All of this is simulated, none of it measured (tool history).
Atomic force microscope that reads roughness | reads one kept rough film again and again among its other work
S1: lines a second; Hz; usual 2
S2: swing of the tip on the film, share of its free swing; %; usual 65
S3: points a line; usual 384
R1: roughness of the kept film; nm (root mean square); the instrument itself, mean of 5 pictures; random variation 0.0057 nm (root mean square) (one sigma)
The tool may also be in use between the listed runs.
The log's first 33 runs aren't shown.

At day 17.758: height scale calibrated on a step standard, once more.
Run 34, day 18.288: usual settings but S1 2.03 Hz, S2 57 %, S3 572. Result: R1 1.709 nm (root mean square).
At day 18.567: new tip fitted.
Run 35, day 18.958: usual settings but S1 2.03 Hz, S2 74 %, S3 310. Result: R1 1.643 nm (root mean square).
Run 36, day 19.367: usual settings but S2 56 %, S3 893. Result: R1 1.78 nm (root mean square).
Run 37, day 19.975: usual settings but S1 1.62 Hz, S2 84 %, S3 982. Result: R1 1.593 nm (root mean square).
Run 38, day 20.596: usual settings but S1 0.83 Hz, S2 57 %, S3 288. Result: R1 1.797 nm (root mean square).
Run 39, day 21.404: usual settings but S1 1 Hz, S2 81 %. Result: R1 1.668 nm (root mean square).
Run 40, day 21.817: usual settings but S1 1.03 Hz, S2 62 %. Result: R1 1.762 nm (root mean square).
Run 41, day 22.588: usual settings but S1 1.03 Hz, S2 62 %. Result: R1 1.746 nm (root mean square).
Run 42, day 23.033: usual settings but S1 1.03 Hz, S2 62 %. Result: R1 1.748 nm (root mean square).
Run 43, day 23.533: usual settings but S1 1.03 Hz, S2 62 %. Result: R1 1.738 nm (root mean square).

Forecast each of these 3 alternatives for the next run:
Run A, day 23.904: usual settings but S1 0.67 Hz. Result: R1 ?.
Run B, day 23.904: usual settings but S1 1.03 Hz, S2 62 %, S3 305. Result: R1 ?.
Run C, day 23.904: usual settings but S1 1.03 Hz, S2 62 %, S3 414. Result: R1 ?.

run     R1
  A   1.74
  B  1.741
  C  1.733
Without the tool's hidden state the same runs would have given:
run     R1
  A  1.816
  B  1.817
  C   1.81
